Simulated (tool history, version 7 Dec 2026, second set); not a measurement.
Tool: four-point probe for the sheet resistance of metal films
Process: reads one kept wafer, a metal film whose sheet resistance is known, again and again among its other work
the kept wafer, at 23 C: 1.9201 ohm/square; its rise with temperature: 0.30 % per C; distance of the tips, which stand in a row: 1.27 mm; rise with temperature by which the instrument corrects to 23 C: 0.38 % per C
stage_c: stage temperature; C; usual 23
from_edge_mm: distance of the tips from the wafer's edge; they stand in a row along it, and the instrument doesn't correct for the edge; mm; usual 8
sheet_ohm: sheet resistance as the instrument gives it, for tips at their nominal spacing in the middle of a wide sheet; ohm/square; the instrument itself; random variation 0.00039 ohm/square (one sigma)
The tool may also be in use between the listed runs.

run    hour  stage_c  from_edge_mm  sheet_ohm
  1       0       23             8   1.964343
  2    86.9       21             8   1.968568
  3   132.9       27             8   1.959045
  4   176.3       27             8   1.959182
  5   246.6       27             8   1.959897
  6     341       27             8   1.959686
  7   386.6       27            41   1.934875
  8   482.8       23             8   1.967138
  9   539.6       23             8   1.967905
 10   615.6       23             8   1.968793
 11   656.3       23             8   1.968851
 12     750       23             8   1.969671
 13   819.9       23             8   1.970628
 14   869.5       23             8   1.970534
 15   921.3       23             8   1.971261
 16   998.8       23             8   1.971888
 17  1076.4       23             8   1.972721
 18  1161.2       23             8   1.972544
 19  1255.2       23             8    1.97351
 20  1299.3       23             8   1.973284
 21  1369.6       23             8   1.973838
 22  1414.7       23             8    1.97419
 23  1455.8       23             8   1.974655
 24    1545       23             8   1.975426
 25  1636.1       23             8   1.976565
 26  1732.8       23             6   1.996672
 27  1819.8       33            19   1.939378
 28  1907.5       21             8   1.981712
 29  1957.4       18            18   1.965641
 30  2036.9       31            46   1.940464
 31  2130.3       21             7    1.99031
 32  2212.9       24             8   1.978875
 33  2308.1       23            12   1.965722
     2353.5  -- new probe head fitted
 34  2376.8       25            26   1.917278
 35  2434.7       25            26   1.917621
 36  2483.1       32             9   1.924788
 37  2527.8       25            20    1.92034
 38  2575.8       33             3   2.070002
 39  2641.1       25             7   1.950401
 40  2695.1       24            40   1.919926
 41  2748.5       24            40   1.920788
 42  2820.8       24            27    1.92105
 43  2918.7       21            37   1.926549
 44  2998.2       21            18   1.930647
 45  3037.7       28            31   1.915992

The same runs without the tool's hidden state, with the same run-to-run variation:
The hidden state here: inner tips' distance over the nominal, %; tips' flats over new ones', %; wafer's true temperature over the reading, C; drift of the gauge itself on sheet_ohm, %.
run  sheet_ohm
  1   1.945887
  2   1.949474
  3   1.939726
  4   1.939574
  5   1.939798
  6   1.938904
  7   1.913992
  8   1.945257
  9   1.945576
 10   1.945959
 11   1.945744
 12   1.945911
 13   1.946385
 14   1.945903
 15   1.946226
 16   1.946327
 17   1.946609
 18   1.945819
 19   1.946125
 20   1.945594
 21   1.945658
 22   1.945693
 23   1.945855
 24   1.946023
 25   1.946489
 26   1.965641
 27   1.908635
 28   1.949677
 29   1.933503
 30    1.90826
 31   1.956624
 32   1.944829
 33   1.931226
 34   1.919297
 35   1.919276
 36   1.926148
 37   1.921383
 38   2.070775
 39   1.950648
 40    1.91978
 41   1.920261
 42   1.920035
 43   1.924885
 44   1.928489
 45   1.913629

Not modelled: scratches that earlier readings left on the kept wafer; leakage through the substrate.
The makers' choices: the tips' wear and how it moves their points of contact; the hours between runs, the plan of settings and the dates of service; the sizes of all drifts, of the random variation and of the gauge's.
